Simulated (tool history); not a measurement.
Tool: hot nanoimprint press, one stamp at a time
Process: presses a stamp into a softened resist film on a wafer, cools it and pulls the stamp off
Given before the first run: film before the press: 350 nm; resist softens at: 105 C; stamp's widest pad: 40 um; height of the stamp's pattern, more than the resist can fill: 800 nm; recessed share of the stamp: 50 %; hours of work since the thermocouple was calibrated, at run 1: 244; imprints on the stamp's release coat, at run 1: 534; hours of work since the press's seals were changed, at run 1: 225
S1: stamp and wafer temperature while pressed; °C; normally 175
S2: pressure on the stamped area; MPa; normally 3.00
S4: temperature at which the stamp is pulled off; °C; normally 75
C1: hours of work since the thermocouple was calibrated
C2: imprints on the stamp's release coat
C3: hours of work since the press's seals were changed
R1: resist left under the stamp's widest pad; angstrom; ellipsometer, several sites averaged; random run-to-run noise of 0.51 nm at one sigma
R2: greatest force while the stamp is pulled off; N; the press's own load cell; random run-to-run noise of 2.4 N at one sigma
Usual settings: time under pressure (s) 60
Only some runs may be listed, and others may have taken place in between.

{"run": 1, "day": 0.0, "S1": 175, "S2": 3.0, "time under pressure (s)": 60, "S4": 75, "C1": 244, "C2": 534, "C3": 225, "R1": 1748, "R2": 114}
{"run": 2, "day": 0.421, "S1": 175, "S2": 3.0, "time under pressure (s)": 60, "S4": 75, "C1": 251, "C2": 560, "C3": 232, "R1": 1748, "R2": 118}
{"run": 3, "day": 0.908, "S1": 175, "S2": 3.0, "time under pressure (s)": 60, "S4": 75, "C1": 259, "C2": 590, "C3": 240, "R1": 1740, "R2": 116}
{"run": 4, "day": 1.304, "S1": 175, "S2": 3.0, "time under pressure (s)": 60, "S4": 75, "C1": 265, "C2": 614, "C3": 247, "R1": 1740, "R2": 120}
{"run": 5, "day": 1.592, "S1": 175, "S2": 3.0, "time under pressure (s)": 60, "S4": 75, "C1": 270, "C2": 632, "C3": 252, "R1": 1736, "R2": 120}
{"run": 6, "day": 1.988, "S1": 175, "S2": 3.0, "time under pressure (s)": 60, "S4": 75, "C1": 277, "C2": 657, "C3": 258, "R1": 1740, "R2": 120}
{"run": 7, "day": 2.492, "S1": 175, "S2": 2.57, "time under pressure (s)": 60, "S4": 75, "C1": 285, "C2": 688, "C3": 267, "R1": 1854, "R2": 124}
{"run": 8, "day": 2.95, "S1": 175, "S2": 2.57, "time under pressure (s)": 60, "S4": 75, "C1": 293, "C2": 716, "C3": 274, "R1": 1857, "R2": 124}
{"run": 9, "day": 3.204, "S1": 175, "S2": 2.57, "time under pressure (s)": 60, "S4": 75, "C1": 297, "C2": 732, "C3": 279, "R1": 1852, "R2": 119}
{"run": 10, "day": 3.629, "S1": 175, "S2": 2.57, "time under pressure (s)": 60, "S4": 75, "C1": 304, "C2": 758, "C3": 286, "R1": 1848, "R2": 122}
{"run": 11, "day": 4.05, "S1": 175, "S2": 2.57, "time under pressure (s)": 60, "S4": 75, "C1": 311, "C2": 785, "C3": 293, "R1": 1848, "R2": 130}
{"run": 12, "day": 4.388, "S1": 175, "S2": 2.57, "time under pressure (s)": 60, "S4": 75, "C1": 317, "C2": 806, "C3": 298, "R1": 1844, "R2": 124}
{"run": 13, "day": 4.75, "S1": 175, "S2": 2.57, "time under pressure (s)": 60, "S4": 75, "C1": 323, "C2": 828, "C3": 304, "R1": 1850, "R2": 125}
{"run": 14, "day": 5.204, "S1": 175, "S2": 2.57, "time under pressure (s)": 60, "S4": 75, "C1": 330, "C2": 856, "C3": 312, "R1": 1858, "R2": 130}
{"run": 15, "day": 5.496, "S1": 175, "S2": 2.57, "time under pressure (s)": 60, "S4": 75, "C1": 335, "C2": 874, "C3": 317, "R1": 1847, "R2": 125}
{"run": 16, "day": 5.733, "S1": 175, "S2": 4.16, "time under pressure (s)": 60, "S4": 69, "C1": 339, "C2": 889, "C3": 321, "R1": 1499, "R2": 147}
{"run": 17, "day": 6.021, "S1": 166, "S2": 4.8, "time under pressure (s)": 48, "S4": 67, "C1": 344, "C2": 907, "C3": 325, "R1": 2312, "R2": 150}
{"run": 18, "day": 6.438, "S1": 166, "S2": 4.8, "time under pressure (s)": 48, "S4": 67, "C1": 351, "C2": 933, "C3": 332, "R1": 2328, "R2": 155}
{"run": 19, "day": 6.842, "S1": 166, "S2": 4.8, "time under pressure (s)": 48, "S4": 67, "C1": 358, "C2": 958, "C3": 339, "R1": 2318, "R2": 157}
{"run": 20, "day": 7.188, "S1": 175, "S2": 3.0, "time under pressure (s)": 44, "S4": 76, "C1": 363, "C2": 979, "C3": 345, "R1": 1910, "R2": 129}
{"run": 21, "day": 7.417, "S1": 185, "S2": 3.95, "time under pressure (s)": 53, "S4": 74, "C1": 367, "C2": 993, "C3": 349, "R1": 967, "R2": 131}
{"run": 22, "day": 7.892, "S1": 185, "S2": 3.4, "time under pressure (s)": 53, "S4": 77, "C1": 375, "C2": 1023, "C3": 357, "R1": 1041, "R2": 125}
{"run": 23, "day": 8.4, "S1": 185, "S2": 4.52, "time under pressure (s)": 53, "S4": 77, "C1": 383, "C2": 1054, "C3": 365, "R1": 899, "R2": 128}
{"run": 24, "day": 8.662, "S1": 185, "S2": 4.52, "time under pressure (s)": 53, "S4": 77, "C1": 388, "C2": 1070, "C3": 369, "R1": 903, "R2": 122}
{"run": 25, "day": 8.904, "S1": 175, "S2": 3.69, "time under pressure (s)": 60, "S4": 75, "C1": 392, "C2": 1085, "C3": 373, "R1": 1570, "R2": 130}
{"run": 26, "day": 9.333, "S1": 180, "S2": 2.73, "time under pressure (s)": 60, "S4": 75, "C1": 399, "C2": 1112, "C3": 381, "R1": 1413, "R2": 130}
{"run": 27, "day": 9.679, "S1": 175, "S2": 3.53, "time under pressure (s)": 60, "S4": 75, "C1": 405, "C2": 1133, "C3": 386, "R1": 1594, "R2": 134}
{"run": 28, "day": 10.188, "S1": 175, "S2": 3.53, "time under pressure (s)": 60, "S4": 75, "C1": 413, "C2": 1165, "C3": 395, "R1": 1603, "R2": 133}
{"run": 29, "day": 10.492, "S1": 175, "S2": 3.87, "time under pressure (s)": 60, "S4": 75, "C1": 418, "C2": 1184, "C3": 400, "R1": 1526, "R2": 135}
{"day": 10.958, "done": "plate thermocouple calibrated"}
{"run": 30, "day": 11.046, "S1": 175, "S2": 4.67, "time under pressure (s)": 74, "S4": 75, "C1": 1, "C2": 1210, "C3": 407, "R1": 1386, "R2": 137}

Below are 4 alternative next runs, each starting from the tool's condition after run 30. Predict each:
{"run": "A", "day": 11.371, "S1": 175, "S2": 4.55, "time under pressure (s)": 60, "S4": 72, "C1": 7, "C2": 1231, "C3": 412, "R1": "?", "R2": "?"}
{"run": "B", "day": 11.371, "S1": 173, "S2": 4.58, "time under pressure (s)": 60, "S4": 70, "C1": 7, "C2": 1231, "C3": 412, "R1": "?", "R2": "?"}
{"run": "C", "day": 11.371, "S1": 168, "S2": 2.97, "time under pressure (s)": 32, "S4": 75, "C1": 7, "C2": 1231, "C3": 412, "R1": "?", "R2": "?"}
{"run": "D", "day": 11.371, "S1": 175, "S2": 4.11, "time under pressure (s)": 74, "S4": 75, "C1": 7, "C2": 1231, "C3": 412, "R1": "?", "R2": "?"}

run=A R1=1526 R2=149
run=B R1=1673 R2=154
run=C R1=2782 R2=133
run=D R1=1464 R2=138
What these runs would have given with no unlogged condition in the tool:
run=A R1=1491 R2=117
run=B R1=1636 R2=121
run=C R1=2758 R2=104
run=D R1=1432 R2=108

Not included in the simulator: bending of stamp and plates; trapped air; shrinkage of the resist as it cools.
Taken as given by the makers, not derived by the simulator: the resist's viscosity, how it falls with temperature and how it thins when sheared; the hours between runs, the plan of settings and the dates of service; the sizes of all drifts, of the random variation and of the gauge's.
